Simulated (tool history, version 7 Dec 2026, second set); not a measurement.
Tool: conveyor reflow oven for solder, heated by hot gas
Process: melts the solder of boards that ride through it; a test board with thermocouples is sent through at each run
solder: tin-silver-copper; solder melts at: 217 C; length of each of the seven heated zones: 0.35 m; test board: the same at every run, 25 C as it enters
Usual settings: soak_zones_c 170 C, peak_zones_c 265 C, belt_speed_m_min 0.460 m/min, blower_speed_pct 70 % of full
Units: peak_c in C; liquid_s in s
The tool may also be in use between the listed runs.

{"run": 1, "hour": 0.0, "soak_zones_c": 170, "peak_zones_c": 265, "belt_speed_m_min": 0.46, "blower_speed_pct": 70, "peak_c": 253.6, "liquid_s": 69.6}
{"run": 2, "hour": 16.1, "soak_zones_c": 170, "peak_zones_c": 265, "belt_speed_m_min": 0.46, "blower_speed_pct": 70, "peak_c": 253.5, "liquid_s": 69.6}
{"run": 3, "hour": 25.2, "soak_zones_c": 170, "peak_zones_c": 265, "belt_speed_m_min": 0.46, "blower_speed_pct": 70, "peak_c": 253.5, "liquid_s": 69.3}
{"run": 4, "hour": 35.3, "soak_zones_c": 170, "peak_zones_c": 265, "belt_speed_m_min": 0.46, "blower_speed_pct": 70, "peak_c": 253.5, "liquid_s": 69.6}
{"run": 5, "hour": 43.1, "soak_zones_c": 184, "peak_zones_c": 265, "belt_speed_m_min": 0.46, "blower_speed_pct": 70, "peak_c": 255.3, "liquid_s": 77.0}
{"run": 6, "hour": 60.2, "soak_zones_c": 184, "peak_zones_c": 265, "belt_speed_m_min": 0.46, "blower_speed_pct": 70, "peak_c": 255.2, "liquid_s": 77.1}
{"run": 7, "hour": 75.9, "soak_zones_c": 184, "peak_zones_c": 265, "belt_speed_m_min": 0.46, "blower_speed_pct": 70, "peak_c": 255.5, "liquid_s": 77.3}
{"run": 8, "hour": 87.1, "soak_zones_c": 170, "peak_zones_c": 265, "belt_speed_m_min": 0.46, "blower_speed_pct": 70, "peak_c": 253.5, "liquid_s": 69.3}
{"run": 9, "hour": 100.1, "soak_zones_c": 170, "peak_zones_c": 265, "belt_speed_m_min": 0.46, "blower_speed_pct": 70, "peak_c": 253.3, "liquid_s": 69.4}
{"run": 10, "hour": 116.5, "soak_zones_c": 170, "peak_zones_c": 265, "belt_speed_m_min": 0.46, "blower_speed_pct": 70, "peak_c": 253.1, "liquid_s": 69.3}
{"run": 11, "hour": 123.6, "soak_zones_c": 170, "peak_zones_c": 265, "belt_speed_m_min": 0.46, "blower_speed_pct": 70, "peak_c": 253.5, "liquid_s": 69.3}
{"run": 12, "hour": 138.3, "soak_zones_c": 170, "peak_zones_c": 265, "belt_speed_m_min": 0.46, "blower_speed_pct": 70, "peak_c": 253.1, "liquid_s": 69.5}
{"run": 13, "hour": 154.9, "soak_zones_c": 170, "peak_zones_c": 259, "belt_speed_m_min": 0.46, "blower_speed_pct": 70, "peak_c": 247.6, "liquid_s": 64.8}
{"run": 14, "hour": 171.1, "soak_zones_c": 170, "peak_zones_c": 259, "belt_speed_m_min": 0.46, "blower_speed_pct": 70, "peak_c": 247.7, "liquid_s": 64.7}
{"run": 15, "hour": 187.8, "soak_zones_c": 170, "peak_zones_c": 265, "belt_speed_m_min": 0.46, "blower_speed_pct": 70, "peak_c": 253.1, "liquid_s": 69.1}
{"run": 16, "hour": 197.6, "soak_zones_c": 170, "peak_zones_c": 265, "belt_speed_m_min": 0.463, "blower_speed_pct": 70, "peak_c": 252.7, "liquid_s": 68.3}
{"run": 17, "hour": 207.0, "soak_zones_c": 173, "peak_zones_c": 275, "belt_speed_m_min": 0.486, "blower_speed_pct": 66, "peak_c": 260.2, "liquid_s": 70.6}
{"run": 18, "hour": 221.0, "soak_zones_c": 170, "peak_zones_c": 261, "belt_speed_m_min": 0.527, "blower_speed_pct": 70, "peak_c": 245.5, "liquid_s": 52.5}
{"run": 19, "hour": 229.7, "soak_zones_c": 170, "peak_zones_c": 265, "belt_speed_m_min": 0.46, "blower_speed_pct": 90, "peak_c": 256.2, "liquid_s": 72.5}
{"run": 20, "hour": 237.6, "soak_zones_c": 170, "peak_zones_c": 265, "belt_speed_m_min": 0.525, "blower_speed_pct": 65, "peak_c": 247.9, "liquid_s": 54.3}
{"run": 21, "hour": 245.9, "soak_zones_c": 170, "peak_zones_c": 265, "belt_speed_m_min": 0.525, "blower_speed_pct": 65, "peak_c": 247.7, "liquid_s": 54.6}
{"run": 22, "hour": 259.5, "soak_zones_c": 170, "peak_zones_c": 265, "belt_speed_m_min": 0.525, "blower_speed_pct": 65, "peak_c": 247.7, "liquid_s": 54.7}
{"run": 23, "hour": 269.3, "soak_zones_c": 170, "peak_zones_c": 265, "belt_speed_m_min": 0.525, "blower_speed_pct": 65, "peak_c": 247.5, "liquid_s": 54.5}
{"run": 24, "hour": 282.2, "soak_zones_c": 164, "peak_zones_c": 278, "belt_speed_m_min": 0.453, "blower_speed_pct": 54, "peak_c": 260.4, "liquid_s": 72.5}
{"run": 25, "hour": 298.1, "soak_zones_c": 164, "peak_zones_c": 278, "belt_speed_m_min": 0.399, "blower_speed_pct": 85, "peak_c": 270.2, "liquid_s": 91.5}
{"run": 26, "hour": 313.2, "soak_zones_c": 164, "peak_zones_c": 278, "belt_speed_m_min": 0.399, "blower_speed_pct": 85, "peak_c": 270.2, "liquid_s": 91.8}
{"run": 27, "hour": 329.6, "soak_zones_c": 170, "peak_zones_c": 265, "belt_speed_m_min": 0.445, "blower_speed_pct": 88, "peak_c": 256.1, "liquid_s": 75.4}
{"run": 28, "hour": 340.6, "soak_zones_c": 161, "peak_zones_c": 262, "belt_speed_m_min": 0.513, "blower_speed_pct": 70, "peak_c": 245.2, "liquid_s": 50.6}

Forecast run 29:
{"run": 29, "hour": 353.5, "soak_zones_c": 170, "peak_zones_c": 263, "belt_speed_m_min": 0.46, "blower_speed_pct": 70, "peak_c": "?", "liquid_s": "?"}

{"run 29": {"peak_c": 250.8, "liquid_s": 67.4}}
Without the tool's hidden state the same run would have given peak_c 251.3 C, liquid_s 67.9 s.
